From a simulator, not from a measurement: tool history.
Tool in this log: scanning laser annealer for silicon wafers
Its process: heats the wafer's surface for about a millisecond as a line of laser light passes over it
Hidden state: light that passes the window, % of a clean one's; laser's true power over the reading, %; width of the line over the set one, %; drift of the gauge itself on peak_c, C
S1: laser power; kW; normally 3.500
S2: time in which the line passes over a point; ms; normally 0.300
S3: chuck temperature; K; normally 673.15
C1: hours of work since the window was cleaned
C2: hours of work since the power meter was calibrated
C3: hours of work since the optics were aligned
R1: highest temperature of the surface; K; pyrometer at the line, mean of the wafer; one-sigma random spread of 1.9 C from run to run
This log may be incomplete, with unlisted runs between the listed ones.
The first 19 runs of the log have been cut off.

run,hour,S1,S2,S3,C1,C2,C3,R1
20,582.9,3.500,0.300,699.15,56,870,1327,1467.15
21,620.3,3.500,0.300,699.15,79,893,1350,1465.15
22,643.6,3.517,0.376,673.15,93,907,1364,1526.15
23,682.9,3.701,0.287,637.15,117,931,1388,1441.15
24,725.5,3.701,0.335,645.15,143,957,1414,1507.15
# hour 771.1: optics aligned, line set to its width
25,772.1,3.359,0.270,645.15,168,982,1,1356.15
26,802.9,3.500,0.261,673.15,187,1001,19,1407.15
27,842.8,3.500,0.261,673.15,211,1025,44,1403.15
28,876.2,3.814,0.313,692.15,232,1046,64,1582.15
29,911.8,3.814,0.313,692.15,253,1067,86,1575.15
30,951.5,3.814,0.313,692.15,277,1092,110,1574.15
31,982.7,3.814,0.313,692.15,296,1111,129,1572.15
32,1000.6,3.500,0.282,700.15,307,1121,140,1448.15
33,1033.4,3.799,0.373,708.15,327,1141,160,1652.15
34,1059.0,3.500,0.300,682.15,343,1157,175,1448.15
35,1099.6,3.500,0.300,688.15,368,1182,200,1454.15
36,1133.2,3.223,0.300,639.15,388,1202,220,1325.15
37,1153.1,3.223,0.300,639.15,400,1214,232,1319.15
38,1192.6,3.223,0.300,639.15,424,1238,256,1317.15
39,1228.6,3.789,0.380,679.15,446,1260,278,1615.15
40,1260.2,3.789,0.380,679.15,465,1279,298,1614.15

Alternative continuations, all from the tool just after run 40; predict every row:
A,1291.7,3.197,0.288,649.15,484,1299,317,?
B,1291.7,3.767,0.223,644.15,484,1299,317,?
C,1291.7,3.022,0.289,659.15,484,1299,317,?
D,1291.7,3.682,0.342,656.15,484,1299,317,?
E,1291.7,3.067,0.300,638.15,484,1299,317,?

run,R1
A,1308.15
B,1366.15
C,1267.15
D,1507.15
E,1270.15
Without the tool's unlogged condition, the same runs would have read:
run,R1
A,1343.15
B,1404.15
C,1300.15
D,1553.15
E,1303.15

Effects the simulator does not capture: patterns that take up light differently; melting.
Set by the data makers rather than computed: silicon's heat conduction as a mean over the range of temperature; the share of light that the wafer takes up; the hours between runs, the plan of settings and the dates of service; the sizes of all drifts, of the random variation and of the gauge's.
